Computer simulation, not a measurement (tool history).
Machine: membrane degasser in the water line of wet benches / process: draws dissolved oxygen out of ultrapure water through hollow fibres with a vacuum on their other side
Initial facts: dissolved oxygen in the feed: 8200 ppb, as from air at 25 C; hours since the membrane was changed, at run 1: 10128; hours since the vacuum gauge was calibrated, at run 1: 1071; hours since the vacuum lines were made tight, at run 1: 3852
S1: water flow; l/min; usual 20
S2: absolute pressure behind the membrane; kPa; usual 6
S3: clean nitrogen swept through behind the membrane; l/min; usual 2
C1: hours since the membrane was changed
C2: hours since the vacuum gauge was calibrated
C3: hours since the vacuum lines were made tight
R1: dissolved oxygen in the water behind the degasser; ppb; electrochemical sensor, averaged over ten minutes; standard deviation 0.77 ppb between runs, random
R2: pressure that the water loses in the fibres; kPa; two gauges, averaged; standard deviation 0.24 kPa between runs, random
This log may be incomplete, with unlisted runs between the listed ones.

run	hour	S1	S2	S3	C1	C2	C3	R1	R2
1	0	20	6	2	10128	1071	3852	76.7	69.72
2	192.2	20	6	2	10320	1263	4044	76.9	69.98
3	387.9	20	6	2	10516	1459	4239	78.5	70.07
4	608.9	12	6	2	10737	1680	4460	45.4	42.04
5	857.1	12	6	2	10985	1928	4709	46.6	42.3
6	1128.5	12	6	2	11257	2200	4980	44.6	42.11
7	1279.9	12	6	2.99	11408	2351	5131	31.5	42.26
8	1447.2	20	6	2	11575	2518	5299	80.3	70.59
# hour 1476.4: vacuum gauge calibrated
9	1686.6	20	6	2	11814	210	5538	82.6	70.6
10	1921.2	20	6	1.55	12049	445	5772	101.5	70.82
11	2151.9	20	6	1.55	12280	676	6003	102.8	71.45
12	2296.8	20	6	4.97	12424	820	6148	40.9	71.39
13	2507	29	12.39	3.15	12635	1031	6358	229.8	103.29
14	2738.4	29	10.65	1.68	12866	1262	6589	325.4	103.41
# hour 2851.2: seals of the vacuum lines changed
15	2919.9	15	6	2	13045	1441	69	60.4	53.51
16	3126.1	20	4.93	3.24	13252	1648	275	41.6	71.71
17	3309.5	15	12.05	5.93	13435	1831	458	62	54
# hour 3373.5: vacuum gauge calibrated, once more
18	3492	15	12.05	5.93	13617	118	640	59.4	54.39
# hour 3708.2: membrane cartridge changed
19	3747.7	16	12.46	2	40	370	892	174.8	51.08
20	3926.6	16	6	1.65	218	549	1071	66.7	51.23
21	4079.4	17	13.3	4.15	371	702	1224	105	54.9
22	4281.6	17	6	5.83	573	904	1426	23.4	54.41
23	4524.2	17	6	5.83	816	1147	1668	24.1	54.29
24	4724.2	28	6	5.09	1016	1347	1868	51.8	90.23

For some of the steps in R1 from one run to the next: how much would appear even if the tool had no hidden state, given the settings, what came in and random variation, and how much remains for the hidden state plus any gauge scatter that the measured result and the result without hidden state don't share?
Unlogged tool condition in this case: membrane still open, %; true pressure behind the membrane over the reading, kPa; air that leaks in behind the membrane, l/min; drift of the gauge itself on oxygen_ppb, %; drift of the gauge itself on loss_of_pressure_kpa, %.
Run 12 -> 13: S1 20 -> 29, S2 6 -> 12.39, S3 4.97 -> 3.15. R1 +188.9 ppb: hidden state +12.2, all else +176.7.
Run 14 -> 15: S1 29 -> 15, S2 10.65 -> 6, S3 1.68 -> 2, seals of the vacuum lines changed. R1 -265 ppb: hidden state -18.1, all else -246.9.

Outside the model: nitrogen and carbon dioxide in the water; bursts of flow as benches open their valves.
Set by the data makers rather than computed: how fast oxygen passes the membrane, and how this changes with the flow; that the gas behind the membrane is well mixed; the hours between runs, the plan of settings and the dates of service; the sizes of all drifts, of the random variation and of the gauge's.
